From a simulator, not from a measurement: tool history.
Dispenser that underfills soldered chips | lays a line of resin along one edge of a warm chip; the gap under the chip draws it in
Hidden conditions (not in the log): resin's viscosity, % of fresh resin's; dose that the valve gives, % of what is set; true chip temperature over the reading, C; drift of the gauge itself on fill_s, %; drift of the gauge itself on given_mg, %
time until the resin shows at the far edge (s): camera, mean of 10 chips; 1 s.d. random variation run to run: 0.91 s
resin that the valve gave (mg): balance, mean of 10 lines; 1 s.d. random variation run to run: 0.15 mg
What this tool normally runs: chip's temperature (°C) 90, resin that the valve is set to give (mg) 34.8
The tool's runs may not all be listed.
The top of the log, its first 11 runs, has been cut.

run,hour,chip's temperature (°C),resin that the valve is set to give (mg),hours of work since the syringe was changed,hours of work since the valve was cleaned,hours of work since the stage was calibrated,time until the resin shows at the far edge (s),resin that the valve gave (mg)
12,56.3,79,34.8,11,45,140,309.4,33.35
# hour 57.1: new syringe of resin
13,63.3,104,34.8,4,50,144,65.7,33.26
14,69.1,104,34.8,7,53,148,87.8,32.92
15,74.0,104,34.8,11,56,151,110.4,32.97
# hour 76.0: new syringe of resin
16,81.6,90,30.3,3,61,155,111.5,28.75
17,84.8,95,30.3,6,63,157,107.2,28.71
18,89.2,95,30.3,8,66,160,133.8,28.55
# hour 95.0: new syringe of resin
19,95.1,95,30.3,0,69,164,69.8,28.50
20,101.8,91,34.8,4,73,168,108.2,32.55
21,107.5,96,41.9,8,77,171,115.5,38.79
22,110.7,78,36.5,10,79,173,279.8,33.74
# hour 113.7: new syringe of resin
23,118.4,91,34.8,3,83,178,99.7,31.94
24,125.5,80,34.8,7,88,182,221.3,31.90
25,132.0,88,34.4,11,92,186,212.9,31.67
# hour 132.9: new syringe of resin
26,136.6,93,34.2,2,94,189,87.7,31.36
27,143.6,86,31.0,7,99,193,165.3,28.31
28,147.2,80,38.0,9,101,196,245.2,34.39
# hour 151.8: new syringe of resin
29,152.2,84,43.4,0,104,199,105.4,39.53
30,159.1,101,34.6,5,108,203,77.0,31.34
31,165.7,101,34.6,9,112,207,104.2,31.25
# hour 170.5: new syringe of resin
32,171.0,99,34.6,0,116,210,59.5,31.19
33,174.3,82,34.6,2,118,212,136.7,30.93
34,181.3,82,34.6,7,122,217,195.6,30.95
35,186.1,82,34.6,10,125,220,238.2,30.89
# hour 189.4: new syringe of resin
36,189.8,98,45.0,0,127,222,61.1,39.57

3 ways to go on from here, each from the tool as it stands after run 36. What would each give?
A,197.3,95,34.8,5,132,226,?,?
B,197.3,81,45.0,5,132,226,?,?
C,197.3,80,34.8,5,132,226,?,?

run,time until the resin shows at the far edge (s),resin that the valve gave (mg)
A,100.3,30.58
B,170.7,39.38
C,180.5,30.59
With the hidden condition removed and each run's random variation left untouched, the same runs would have given:
run,time until the resin shows at the far edge (s),resin that the valve gave (mg)
A,71.2,34.70
B,123.8,44.69
C,128.7,34.72
